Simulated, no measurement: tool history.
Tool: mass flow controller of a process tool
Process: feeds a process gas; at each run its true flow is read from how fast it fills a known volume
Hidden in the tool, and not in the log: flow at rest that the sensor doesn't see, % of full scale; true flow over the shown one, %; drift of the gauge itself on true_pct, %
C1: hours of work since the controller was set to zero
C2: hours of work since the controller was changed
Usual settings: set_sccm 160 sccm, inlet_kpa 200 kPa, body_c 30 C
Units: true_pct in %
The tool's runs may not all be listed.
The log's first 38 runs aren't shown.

Run 39, hour 4272.3: usual settings but set_sccm 50 sccm, body_c 37 C; C1 775; C2 2996. Result: true_pct 95.28 %.
Run 40, hour 4416.3: usual settings but set_sccm 27 sccm, inlet_kpa 259 kPa, body_c 37 C; C1 858; C2 3080. Result: true_pct 94.05 %.
Run 41, hour 4540.9: usual settings but inlet_kpa 202 kPa; C1 931; C2 3152. Result: true_pct 97.71 %.
Run 42, hour 4636.8: usual settings but set_sccm 135 sccm, inlet_kpa 185 kPa, body_c 27 C; C1 986; C2 3208. Result: true_pct 97.22 %.
Run 43, hour 4705.7: usual settings but inlet_kpa 213 kPa, body_c 32 C; C1 1026; C2 3248. Result: true_pct 97.52 %.
Run 44, hour 4813.7: usual settings but set_sccm 95 sccm, inlet_kpa 207 kPa, body_c 21 C; C1 1089; C2 3311. Result: true_pct 96.56 %.
Run 45, hour 4902.4: usual settings but set_sccm 142 sccm, inlet_kpa 237 kPa, body_c 39 C; C1 1141; C2 3362. Result: true_pct 97.21 %.
Run 46, hour 4967.0: usual settings but set_sccm 142 sccm, inlet_kpa 237 kPa, body_c 39 C; C1 1178; C2 3400. Result: true_pct 97.09 %.
Run 47, hour 5061.1: usual settings but set_sccm 25 sccm, inlet_kpa 237 kPa, body_c 39 C; C1 1233; C2 3454. Result: true_pct 92.48 %.
Run 48, hour 5176.3: usual settings but set_sccm 194 sccm, inlet_kpa 215 kPa, body_c 29 C; C1 1300; C2 3521. Result: true_pct 97.98 %.

3 ways to go on from here, each from the tool as it stands after run 48. What would each give?
Run A, hour 5293.3: usual settings but set_sccm 40 sccm, inlet_kpa 194 kPa, body_c 38 C; C1 1368; C2 3589. Result: true_pct ?.
Run B, hour 5293.3: usual settings but set_sccm 33 sccm, body_c 34 C; C1 1368; C2 3589. Result: true_pct ?.
Run C, hour 5293.3: usual settings but set_sccm 156 sccm, inlet_kpa 270 kPa, body_c 38 C; C1 1368; C2 3589. Result: true_pct ?.

run  true_pct
  A     93.62
  B     93.18
  C     97.27
Without the tool's hidden state the same runs would have given:
run  true_pct
  A     97.35
  B     97.41
  C     99.23
